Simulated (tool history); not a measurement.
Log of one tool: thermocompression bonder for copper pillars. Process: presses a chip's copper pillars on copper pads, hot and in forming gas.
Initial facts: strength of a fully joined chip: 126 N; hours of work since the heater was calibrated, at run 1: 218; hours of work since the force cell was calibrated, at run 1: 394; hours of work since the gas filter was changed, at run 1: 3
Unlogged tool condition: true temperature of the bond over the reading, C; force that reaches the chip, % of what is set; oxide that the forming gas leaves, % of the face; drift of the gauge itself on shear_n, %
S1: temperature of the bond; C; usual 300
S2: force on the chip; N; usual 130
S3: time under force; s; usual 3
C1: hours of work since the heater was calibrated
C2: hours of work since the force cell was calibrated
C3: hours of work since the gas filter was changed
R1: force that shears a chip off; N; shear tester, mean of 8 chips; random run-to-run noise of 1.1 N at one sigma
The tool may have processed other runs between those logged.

| run | hour | S1 | S2 | S3 | C1 | C2 | C3 | R1 |
|---|---|---|---|---|---|---|---|---|
| 1 | 0.0 | 300 | 130 | 3 | 218 | 394 | 3 | 94.0 |
| 2 | 11.7 | 298 | 130 | 3 | 225 | 401 | 10 | 92.9 |
| 3 | 29.1 | 300 | 130 | 3 | 236 | 411 | 20 | 92.8 |
| 4 | 42.4 | 300 | 130 | 3 | 243 | 419 | 28 | 92.3 |
| 5 | 55.4 | 300 | 130 | 4 | 251 | 427 | 36 | 101.6 |
| 6 | 68.7 | 300 | 184 | 3 | 259 | 435 | 44 | 108.8 |
| 7 | 79.6 | 276 | 95 | 3 | 266 | 441 | 50 | 54.9 |
| 8 | 87.5 | 315 | 130 | 3 | 270 | 446 | 55 | 102.8 |
| 9 | 103.9 | 315 | 130 | 3 | 280 | 456 | 65 | 102.9 |
| 10 | 115.4 | 306 | 130 | 2 | 287 | 463 | 71 | 88.6 |
| 11 | 128.0 | 287 | 111 | 2 | 294 | 470 | 79 | 65.7 |
| 12 | 143.1 | 287 | 111 | 2 | 303 | 479 | 88 | 65.0 |

Each row is a separate what-if for the run after 12, all from the same tool condition, not one after another. Results?
| A | 158.5 | 304 | 175 | 2 | 313 | 488 | 97 | ? |
| B | 158.5 | 272 | 84 | 3 | 313 | 488 | 97 | ? |
| C | 158.5 | 314 | 111 | 2 | 313 | 488 | 97 | ? |
| D | 158.5 | 287 | 143 | 2 | 313 | 488 | 97 | ? |
| E | 158.5 | 287 | 164 | 8 | 313 | 488 | 97 | ? |

| run | R1 |
|---|---|
| A | 102.1 |
| B | 48.0 |
| C | 85.0 |
| D | 78.7 |
| E | 115.6 |
Stripped of hidden state, with their random variation kept, the same runs would have yielded:
| run | R1 |
|---|---|
| A | 102.4 |
| B | 48.2 |
| C | 85.2 |
| D | 79.0 |
| E | 115.8 |

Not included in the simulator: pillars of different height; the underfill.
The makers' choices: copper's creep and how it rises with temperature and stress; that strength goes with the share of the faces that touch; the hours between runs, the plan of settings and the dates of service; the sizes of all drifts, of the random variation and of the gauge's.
